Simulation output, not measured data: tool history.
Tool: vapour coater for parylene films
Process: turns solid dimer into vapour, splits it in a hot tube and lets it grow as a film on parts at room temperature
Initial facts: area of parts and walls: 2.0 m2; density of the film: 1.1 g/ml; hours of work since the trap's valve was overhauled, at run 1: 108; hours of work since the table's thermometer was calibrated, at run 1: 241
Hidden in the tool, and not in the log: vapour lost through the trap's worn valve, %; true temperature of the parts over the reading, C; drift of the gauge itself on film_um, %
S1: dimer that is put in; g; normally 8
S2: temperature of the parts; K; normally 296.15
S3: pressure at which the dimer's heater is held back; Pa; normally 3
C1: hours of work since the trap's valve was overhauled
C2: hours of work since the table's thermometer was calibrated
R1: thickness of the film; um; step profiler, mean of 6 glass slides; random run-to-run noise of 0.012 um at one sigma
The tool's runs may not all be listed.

run    hour  S1      S2     S3   C1   C2    R1
  1       0   8  296.15      3  108  241  2.01
  2    33.7   8  296.15      3  134  268     2
  3    90.7   8  296.15      3  179  312  1.98
  4   128.4   8  296.15      3  209  342  1.97
  5     165   8  296.15      3  238  371  1.96
  6   212.9   8  296.15      3  275  409  1.92
  7   254.2  12  296.15      3  308  441  2.89
  8   320.1  12  296.15      3  360  493  2.84
  9   378.1  12  296.15      3  405  538  2.82
 10   429.5   8  296.15   8.33  446  579  1.59
 11   497.6   8  296.15   8.33  499  632  1.59
 12   539.4  10  296.15      3  532  665  2.28
      610.3  -- trap's valve overhauled
 13   615.1   3  296.15      3    4  722  0.78
 14     668   5  290.15   5.59   45  763  1.28
 15   731.8   8  289.15      3   96  814  2.27
 16   789.1  10  306.15      3  141  859  2.18
 17   823.6   5  297.15      3  168  886  1.24
      830.6  -- table's thermometer calibrated
 18   873.7   8  296.15   3.15  206   34  1.99
 19   926.8   8  296.15   4.57  248   76  1.85
 20     996   7  290.15   8.54  302  130   1.6
 21  1043.1  11  296.15   3.18  340  167  2.64
 22  1088.3  11  296.15   3.18  375  203  2.65
 23  1121.2  11  296.15   3.18  401  229  2.64
 24  1170.4   6  296.15   7.81  440  267  1.23
     1207.4  -- table's thermometer calibrated, once more
 25  1220.6  10  288.15  11.93  478   10   2.1
 26  1271.9  10  307.15   3.74  519   51  1.86

Describe how what the log doesn't record of the tool's condition differs between the last listed run preceding each entry between runs and the first listed run following it.
Between runs 12 and 13: trap's valve overhauled (hour 610.3)
  vapour lost through the trap's worn valve, %: 12.1 -> 0.3; true temperature of the parts over the reading, C: -0.57 -> -0.61
  measured less the result without the state, R1: -0.29 -> +0.01 um
Between runs 17 and 18: table's thermometer calibrated (hour 830.6)
  vapour lost through the trap's worn valve, %: 4 -> 4.8; true temperature of the parts over the reading, C: -0.75 -> -1.14
  measured less the result without the state, R1: -0.03 -> -0.06 um
Between runs 24 and 25: table's thermometer calibrated, once more (hour 1207.4)
  vapour lost through the trap's worn valve, %: 9.8 -> 10.6; true temperature of the parts over the reading, C: -1.33 -> -0.03
  measured less the result without the state, R1: -0.11 -> -0.25 um

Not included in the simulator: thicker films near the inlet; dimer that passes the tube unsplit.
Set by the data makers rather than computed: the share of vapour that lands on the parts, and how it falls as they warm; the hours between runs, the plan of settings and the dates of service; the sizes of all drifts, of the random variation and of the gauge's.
